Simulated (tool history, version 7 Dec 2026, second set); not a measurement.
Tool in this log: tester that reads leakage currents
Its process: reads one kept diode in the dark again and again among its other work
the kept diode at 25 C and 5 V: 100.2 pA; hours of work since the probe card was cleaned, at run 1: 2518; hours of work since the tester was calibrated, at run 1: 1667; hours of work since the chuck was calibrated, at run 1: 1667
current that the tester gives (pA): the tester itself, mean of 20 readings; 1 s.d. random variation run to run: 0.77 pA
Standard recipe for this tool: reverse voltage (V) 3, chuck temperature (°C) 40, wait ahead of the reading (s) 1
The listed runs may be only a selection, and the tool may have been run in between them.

run    hour  reverse voltage (V)  chuck temperature (°C)  wait ahead of the reading (s)  hours of work since the probe card was cleaned  hours of work since the tester was calibrated  hours of work since the chuck was calibrated  current that the tester gives (pA)
  1       0                    3                      40                              1                                            2518                                           1667                                          1667                              229.75
  2   157.1                    3                      40                              1                                            2641                                           1790                                          1790                              229.06
      214.1  -- chuck's temperature calibrated
  3   278.7                    3                      40                              1                                            2735                                           1884                                            51                              262.09
  4   375.4                    3                      40                              1                                            2811                                           1960                                           127                              259.49
  5     493                    3                      40                              1                                            2903                                           2052                                           219                              259.14
  6   581.8                 2.58                      40                              1                                            2973                                           2122                                           288                              244.84
  7   750.8                 2.58                      40                              1                                            3105                                           2254                                           421                              241.63
  8   843.2                 2.58                      40                              1                                            3178                                           2327                                           493                              241.61
  9   984.7                    3                      40                              1                                            3289                                           2438                                           604                              251.46
     1130.3  -- probe card cleaned and baked
 10  1130.3                    3                      40                              1                                               0                                           2550                                           716                              245.03
 11    1327                    3                      40                              1                                             154                                           2704                                           870                              242.47
 12  1457.7                    3                      50                              1                                             257                                           2806                                           973                              474.31
 13  1662.7                    3                      50                              1                                             418                                           2967                                          1134                              468.83
 14  1765.3                    3                      50                              1                                             498                                           3048                                          1214                              467.85
 15  1962.2                    3                      50                              1                                             652                                           3202                                          1369                              462.91
 16  2125.7                 3.58                      50                              1                                             781                                           3330                                          1497                              484.47
 17  2222.2                 3.58                      50                              1                                             856                                           3406                                          1572                              481.23
 18  2425.1                 3.58                      24                              1                                            1015                                           3565                                          1731                                76.6
 19  2514.5                    3                      40                              1                                            1086                                           3635                                          1802                              227.73
     2562.4  -- chuck's temperature calibrated
 20  2630.8                    3                      40                              1                                            1175                                           3725                                            54                              261.29
     2668.7  -- tester calibrated
 21  2802.3                17.38                      40                           6.96                                            1308                                            105                                           187                              444.67
 22  2944.6                 1.57                      49                              1                                            1420                                            216                                           298                              372.64
 23    3142                 1.57                      29                           7.43                                            1574                                            371                                           453                               91.94
 24  3341.5                 1.76                      46                           5.52                                            1731                                            528                                           609                              309.96
 25  3525.6                 1.76                      46                           5.52                                            1875                                            672                                           754                              308.31
 26  3721.9                  1.4                      46                           0.62                                            2029                                            826                                           908                              280.21
 27  3848.3                  1.4                      46                           0.62                                            2128                                            925                                          1007                              281.32
 28  3959.1                 1.69                      44                           0.62                                            2215                                           1012                                          1094                              260.17
 29  4074.3                 1.69                      44                           0.62                                            2306                                           1102                                          1184                              258.37
 30  4194.1                 1.69                      44                           0.62                                            2399                                           1196                                          1278                               255.2
 31  4367.7                  1.3                      44                           0.82                                            2536                                           1332                                          1414                              234.59
 32  4523.7                 3.23                      21                              1                                            2658                                           1455                                          1536                               61.19
 33    4677                 5.04                      47                           1.78                                            2778                                           1575                                          1657                              435.35
 34    4818                 1.32                      23                           1.77                                            2889                                           1685                                          1767                               50.98
       4905  -- chuck's temperature calibrated
 35  5001.9                 2.12                      23                           7.96                                            3031                                           1828                                            76                               69.27
 36  5102.2                 3.83                      24                              1                                            3110                                           1907                                           155                               92.51
 37  5286.1                 3.83                      24                              1                                            3254                                           2051                                           299                                91.3
 38  5453.6                 2.67                      40                           7.58                                            3386                                           2182                                           430                              245.13
     5480.3  -- probe card cleaned and baked
 39  5605.1                 2.23                      49                           0.41                                              98                                           2299                                           547                              414.01

Below are 3 alternative next runs, each starting from the tool's condition after run 39. Predict each:
  A  5793.9                 1.21                      29                           0.33                                             246                                           2447                                           695                                   ?
  B  5793.9                 6.04                      29                           0.41                                             246                                           2447                                           695                                   ?
  C  5793.9                 7.83                      58                           2.86                                             246                                           2447                                           695                                   ?

run  current that the tester gives (pA)
  A                               84.61
  B                              141.02
  C                             1080.95
Without the tool's unlogged condition, the same runs would have read:
run  current that the tester gives (pA)
  A                               87.76
  B                              145.67
  C                             1112.07

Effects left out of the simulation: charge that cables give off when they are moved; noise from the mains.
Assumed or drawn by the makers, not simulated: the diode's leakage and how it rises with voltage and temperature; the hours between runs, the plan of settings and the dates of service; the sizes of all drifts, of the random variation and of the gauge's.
